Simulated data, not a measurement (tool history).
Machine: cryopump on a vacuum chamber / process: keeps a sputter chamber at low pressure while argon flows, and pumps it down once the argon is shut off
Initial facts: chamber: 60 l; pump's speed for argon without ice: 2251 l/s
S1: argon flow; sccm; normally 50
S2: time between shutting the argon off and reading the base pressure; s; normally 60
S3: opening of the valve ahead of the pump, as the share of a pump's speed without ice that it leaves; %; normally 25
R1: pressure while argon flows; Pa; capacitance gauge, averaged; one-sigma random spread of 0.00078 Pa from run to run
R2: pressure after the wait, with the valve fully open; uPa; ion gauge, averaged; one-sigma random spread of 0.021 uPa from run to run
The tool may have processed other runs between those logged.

{"run": 1, "day": 0.0, "S1": 50, "S2": 60, "S3": 25, "R1": 0.1547, "R2": 0.94}
{"run": 2, "day": 0.846, "S1": 50, "S2": 60, "S3": 25, "R1": 0.1519, "R2": 0.9}
{"run": 3, "day": 2.521, "S1": 50, "S2": 60, "S3": 25, "R1": 0.1544, "R2": 0.91}
{"run": 4, "day": 4.079, "S1": 50, "S2": 60, "S3": 25, "R1": 0.1544, "R2": 0.93}
{"run": 5, "day": 5.1, "S1": 50, "S2": 60, "S3": 25, "R1": 0.1546, "R2": 0.95}
{"run": 6, "day": 6.538, "S1": 43, "S2": 60, "S3": 25, "R1": 0.1336, "R2": 0.98}
{"run": 7, "day": 7.542, "S1": 50, "S2": 60, "S3": 27, "R1": 0.1428, "R2": 0.99}
{"run": 8, "day": 8.338, "S1": 60, "S2": 60, "S3": 25, "R1": 0.1881, "R2": 1.0}
{"run": 9, "day": 9.583, "S1": 60, "S2": 60, "S3": 25, "R1": 0.1879, "R2": 1.02}
{"run": 10, "day": 10.4, "S1": 60, "S2": 60, "S3": 25, "R1": 0.1891, "R2": 0.99}
{"run": 11, "day": 11.521, "S1": 60, "S2": 60, "S3": 25, "R1": 0.1892, "R2": 1.01}
{"run": 12, "day": 12.217, "S1": 60, "S2": 60, "S3": 25, "R1": 0.1878, "R2": 1.0}
{"run": 13, "day": 13.35, "S1": 60, "S2": 60, "S3": 25, "R1": 0.1882, "R2": 1.05}
{"run": 14, "day": 14.708, "S1": 50, "S2": 67, "S3": 25, "R1": 0.1578, "R2": 1.03}
{"run": 15, "day": 16.142, "S1": 50, "S2": 67, "S3": 25, "R1": 0.158, "R2": 1.01}
{"run": 16, "day": 17.883, "S1": 50, "S2": 57, "S3": 25, "R1": 0.1596, "R2": 1.1}
{"day": 19.183, "done": "pump warmed up, emptied and cooled again"}
{"run": 17, "day": 19.492, "S1": 50, "S2": 57, "S3": 25, "R1": 0.1511, "R2": 1.01}
{"run": 18, "day": 21.046, "S1": 21, "S2": 46, "S3": 25, "R1": 0.0641, "R2": 1.1}
{"run": 19, "day": 21.971, "S1": 21, "S2": 46, "S3": 25, "R1": 0.063, "R2": 1.08}
{"run": 20, "day": 22.679, "S1": 58, "S2": 105, "S3": 46, "R1": 0.0973, "R2": 0.89}
{"run": 21, "day": 24.038, "S1": 58, "S2": 62, "S3": 46, "R1": 0.0967, "R2": 0.99}
{"run": 22, "day": 25.321, "S1": 58, "S2": 62, "S3": 46, "R1": 0.0965, "R2": 1.07}
{"run": 23, "day": 26.233, "S1": 21, "S2": 60, "S3": 22, "R1": 0.0732, "R2": 0.95}
{"run": 24, "day": 27.312, "S1": 21, "S2": 60, "S3": 22, "R1": 0.073, "R2": 1.05}
{"run": 25, "day": 28.288, "S1": 21, "S2": 60, "S3": 52, "R1": 0.0318, "R2": 1.02}
{"run": 26, "day": 29.829, "S1": 21, "S2": 60, "S3": 52, "R1": 0.0313, "R2": 1.07}
{"run": 27, "day": 30.7, "S1": 46, "S2": 105, "S3": 47, "R1": 0.0785, "R2": 0.91}
{"run": 28, "day": 31.429, "S1": 21, "S2": 91, "S3": 55, "R1": 0.0302, "R2": 0.96}
{"run": 29, "day": 32.971, "S1": 38, "S2": 241, "S3": 25, "R1": 0.1179, "R2": 0.85}
{"run": 30, "day": 34.05, "S1": 23, "S2": 60, "S3": 55, "R1": 0.0332, "R2": 1.13}
{"run": 31, "day": 34.933, "S1": 23, "S2": 60, "S3": 55, "R1": 0.034, "R2": 1.12}
{"run": 32, "day": 36.0, "S1": 72, "S2": 96, "S3": 52, "R1": 0.1118, "R2": 0.98}
{"run": 33, "day": 37.188, "S1": 38, "S2": 133, "S3": 24, "R1": 0.1231, "R2": 0.95}
{"run": 34, "day": 38.254, "S1": 81, "S2": 133, "S3": 32, "R1": 0.2006, "R2": 0.97}

3 ways to go on from here, each from the tool as it stands after run 34. What would each give?
{"run": "A", "day": 39.908, "S1": 51, "S2": 28, "S3": 15, "R1": "?", "R2": "?"}
{"run": "B", "day": 39.908, "S1": 91, "S2": 60, "S3": 29, "R1": "?", "R2": "?"}
{"run": "C", "day": 39.908, "S1": 38, "S2": 56, "S3": 22, "R1": "?", "R2": "?"}

run=A R1=0.2634 R2=1.57
run=B R1=0.2483 R2=1.22
run=C R1=0.1350 R2=1.25
Without the tool's hidden state the same runs would have given:
run=A R1=0.2560 R2=0.87
run=B R1=0.2352 R2=0.53
run=C R1=0.1295 R2=0.56
